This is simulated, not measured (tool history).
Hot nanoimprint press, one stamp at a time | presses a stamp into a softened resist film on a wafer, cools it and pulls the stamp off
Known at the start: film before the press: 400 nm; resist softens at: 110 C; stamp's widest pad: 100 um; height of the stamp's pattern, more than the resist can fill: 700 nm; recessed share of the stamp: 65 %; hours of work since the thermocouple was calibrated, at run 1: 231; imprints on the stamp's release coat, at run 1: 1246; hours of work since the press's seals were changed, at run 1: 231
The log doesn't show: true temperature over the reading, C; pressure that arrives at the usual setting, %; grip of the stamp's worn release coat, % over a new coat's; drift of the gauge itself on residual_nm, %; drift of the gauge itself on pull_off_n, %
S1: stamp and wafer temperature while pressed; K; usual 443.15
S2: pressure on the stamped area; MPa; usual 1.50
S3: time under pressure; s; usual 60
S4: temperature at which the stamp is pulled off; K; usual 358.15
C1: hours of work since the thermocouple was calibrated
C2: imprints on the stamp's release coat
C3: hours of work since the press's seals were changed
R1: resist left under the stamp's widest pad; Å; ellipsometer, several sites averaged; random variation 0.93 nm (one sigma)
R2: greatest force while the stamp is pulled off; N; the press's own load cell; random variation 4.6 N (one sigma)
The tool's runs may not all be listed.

run 1 hour=0.0 | S1=443.15 S2=1.50 S3=60 S4=358.15 | C1=231 C2=1246 C3=231 | R1=2237 R2=260
-- hour=48.3 plate thermocouple calibrated
run 2 hour=63.4 | S1=443.15 S2=1.98 S3=60 S4=358.15 | C1=8 C2=1375 C3=261 | R1=2110 R2=277
run 3 hour=102.5 | S1=443.15 S2=2.03 S3=60 S4=358.15 | C1=27 C2=1459 C3=281 | R1=2059 R2=270
run 4 hour=137.8 | S1=443.15 S2=1.66 S3=60 S4=358.15 | C1=45 C2=1535 C3=299 | R1=2243 R2=283
run 5 hour=172.2 | S1=443.15 S2=1.66 S3=60 S4=358.15 | C1=63 C2=1608 C3=316 | R1=2248 R2=282
run 6 hour=225.1 | S1=443.15 S2=1.66 S3=60 S4=358.15 | C1=89 C2=1722 C3=343 | R1=2235 R2=286
run 7 hour=277.0 | S1=443.15 S2=1.66 S3=66 S4=358.15 | C1=115 C2=1833 C3=369 | R1=2139 R2=280
run 8 hour=318.8 | S1=443.15 S2=1.66 S3=66 S4=362.15 | C1=137 C2=1922 C3=390 | R1=2128 R2=254
run 9 hour=362.2 | S1=443.15 S2=1.66 S3=66 S4=362.15 | C1=158 C2=2015 C3=412 | R1=2128 R2=256
-- hour=415.8 stamp cleaned and given a new release coat
run 10 hour=429.0 | S1=443.15 S2=1.66 S3=63 S4=362.15 | C1=189 C2=28 C3=443 | R1=2151 R2=206
run 11 hour=459.1 | S1=443.15 S2=1.50 S3=60 S4=358.15 | C1=204 C2=93 C3=458 | R1=2265 R2=226
run 12 hour=505.0 | S1=443.15 S2=1.50 S3=60 S4=358.15 | C1=227 C2=191 C3=481 | R1=2250 R2=239
run 13 hour=541.1 | S1=443.15 S2=1.50 S3=60 S4=358.15 | C1=246 C2=268 C3=499 | R1=2248 R2=222
-- hour=563.5 plate thermocouple calibrated
-- hour=584.6 press's hydraulic seals changed and the load cell set to zero
run 14 hour=606.1 | S1=443.15 S2=1.50 S3=60 S4=358.15 | C1=17 C2=384 C3=11 | R1=2356 R2=243
run 15 hour=640.6 | S1=443.15 S2=1.50 S3=60 S4=358.15 | C1=35 C2=458 C3=28 | R1=2331 R2=258
run 16 hour=701.1 | S1=443.15 S2=1.06 S3=105 S4=358.15 | C1=65 C2=588 C3=59 | R1=2259 R2=250
run 17 hour=734.3 | S1=443.15 S2=1.06 S3=105 S4=358.15 | C1=82 C2=659 C3=76 | R1=2258 R2=257
run 18 hour=785.4 | S1=443.15 S2=1.06 S3=105 S4=358.15 | C1=108 C2=768 C3=101 | R1=2245 R2=255
run 19 hour=830.5 | S1=434.15 S2=1.22 S3=47 S4=363.15 | C1=131 C2=865 C3=124 | R1=3555 R2=223
run 20 hour=868.2 | S1=455.15 S2=1.22 S3=62 S4=363.15 | C1=150 C2=946 C3=143 | R1=1291 R2=226
run 21 hour=917.3 | S1=439.15 S2=1.22 S3=44 S4=364.15 | C1=175 C2=1051 C3=168 | R1=3124 R2=221
run 22 hour=956.2 | S1=434.15 S2=1.35 S3=60 S4=353.15 | C1=194 C2=1134 C3=188 | R1=3358 R2=298
run 23 hour=1001.3 | S1=434.15 S2=1.35 S3=60 S4=353.15 | C1=217 C2=1231 C3=210 | R1=3375 R2=308
run 24 hour=1030.1 | S1=451.15 S2=2.12 S3=60 S4=346.15 | C1=232 C2=1292 C3=225 | R1=1223 R2=348
-- hour=1079.2 plate thermocouple calibrated
run 25 hour=1083.8 | S1=455.15 S2=1.50 S3=40 S4=358.15 | C1=2 C2=1401 C3=251 | R1=1444 R2=275
run 26 hour=1148.0 | S1=455.15 S2=1.50 S3=40 S4=350.15 | C1=35 C2=1538 C3=283 | R1=1439 R2=338
run 27 hour=1194.0 | S1=440.15 S2=1.51 S3=60 S4=358.15 | C1=58 C2=1637 C3=306 | R1=2707 R2=279
run 28 hour=1248.5 | S1=443.15 S2=0.95 S3=32 S4=353.15 | C1=85 C2=1753 C3=334 | R1=3173 R2=312
run 29 hour=1296.4 | S1=445.15 S2=1.95 S3=60 S4=358.15 | C1=110 C2=1856 C3=358 | R1=1876 R2=285

5 ways to go on from here, each from the tool as it stands after run 29. What would each give?
run A hour=1364.8 | S1=440.15 S2=1.07 S3=94 S4=358.15 | C1=144 C2=2002 C3=392 | R1=? R2=?
run B hour=1364.8 | S1=434.15 S2=1.50 S3=60 S4=358.15 | C1=144 C2=2002 C3=392 | R1=? R2=?
run C hour=1364.8 | S1=445.15 S2=1.95 S3=60 S4=350.15 | C1=144 C2=2002 C3=392 | R1=? R2=?
run D hour=1364.8 | S1=453.15 S2=1.95 S3=97 S4=361.15 | C1=144 C2=2002 C3=392 | R1=? R2=?
run E hour=1364.8 | S1=445.15 S2=1.95 S3=60 S4=355.15 | C1=144 C2=2002 C3=392 | R1=? R2=?

run=A R1=2684 R2=292
run=B R1=3355 R2=281
run=C R1=1852 R2=345
run=D R1=966 R2=277
run=E R1=1848 R2=311
Without the tool's hidden state the same runs would have given:
run=A R1=2719 R2=235
run=B R1=3377 R2=225
run=C R1=1865 R2=277
run=D R1=970 R2=223
run=E R1=1860 R2=249
